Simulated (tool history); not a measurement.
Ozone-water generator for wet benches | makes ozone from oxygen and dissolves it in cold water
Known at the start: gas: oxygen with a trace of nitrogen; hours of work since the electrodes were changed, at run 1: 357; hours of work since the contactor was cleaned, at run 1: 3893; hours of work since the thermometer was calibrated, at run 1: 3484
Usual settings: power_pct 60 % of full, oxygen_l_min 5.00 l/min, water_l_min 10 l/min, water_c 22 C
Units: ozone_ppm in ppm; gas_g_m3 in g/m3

run	hour	power_pct	oxygen_l_min	water_l_min	water_c	hours of work since the electrodes were changed	hours of work since the contactor was cleaned	hours of work since the thermometer was calibrated	ozone_ppm	gas_g_m3
1	0.0	60	5.00	10	22	357	3893	3484	20.4	140.1
2	62.8	60	5.00	10	22	413	3949	3540	20.3	140.7
3	99.0	60	3.10	10	22	445	3981	3573	22.0	185.7
4	153.1	49	5.00	10	22	493	4030	3621	18.0	124.0
5	199.3	60	5.00	10	22	535	4071	3662	20.6	140.5
6	235.3	60	5.00	10	22	567	4103	3694	20.3	141.5
7	265.6	60	5.00	10	22	594	4130	3722	20.3	139.9
8	331.1	60	5.00	10	22	653	4189	3780	20.4	140.0
9	382.1	60	5.00	10	22	698	4234	3826	20.5	141.0
10	415.8	60	5.00	10	22	728	4264	3856	20.5	139.8
11	480.9	60	5.00	10	15	787	4323	3914	23.0	139.0
12	546.7	60	5.00	10	15	845	4382	3973	23.4	139.3
13	588.2	60	5.00	10	22	883	4419	4010	20.5	139.3
14	629.3	60	5.00	10	22	919	4455	4047	20.4	139.4
15	682.1	60	5.00	10	22	967	4503	4094	20.2	138.3
16	723.6	60	5.00	10	22	1004	4540	4131	20.6	140.5
17	780.6	60	5.00	11	20	1055	4591	4182	20.3	140.6
18	842.0	97	5.00	7	22	1110	4646	4237	31.9	187.5
19	894.6	60	8.43	8	22	1157	4693	4284	19.2	103.6
20	926.4	77	3.45	7	22	1185	4721	4313	30.5	201.8
21	980.8	77	3.45	7	22	1234	4770	4361	30.7	201.9
22	1047.2	60	5.00	10	15	1293	4829	4421	23.4	139.2
23	1115.3	60	6.64	16	26	1354	4890	4481	13.8	118.2
24	1161.1	60	6.64	16	26	1395	4931	4522	13.7	118.9
25	1202.4	60	6.64	9	21	1432	4968	4559	20.4	119.2
26	1232.2	60	5.00	8	18	1458	4994	4586	24.6	140.1
27	1279.0	60	6.39	10	22	1500	5036	4628	19.2	121.7
28	1320.4	60	6.39	10	22	1537	5073	4665	19.5	121.4
29	1365.4	60	3.69	10	22	1578	5114	4705	21.6	166.9
30	1417.0	48	4.17	15	29	1624	5160	4751	13.1	137.2
31	1458.6	48	3.65	13	23	1661	5197	4788	15.7	145.9
# hour 1509.7: contactor cleaned
32	1525.6	60	4.63	10	17	1717	14	4845	22.9	146.2

How the hidden state differs across the entries between the runs, from the last listed run before each to the first after it:
Between runs 31 and 32: contactor cleaned (hour 1509.7)
  contactor's efficiency, % of a clean one's: 99.8 -> 100
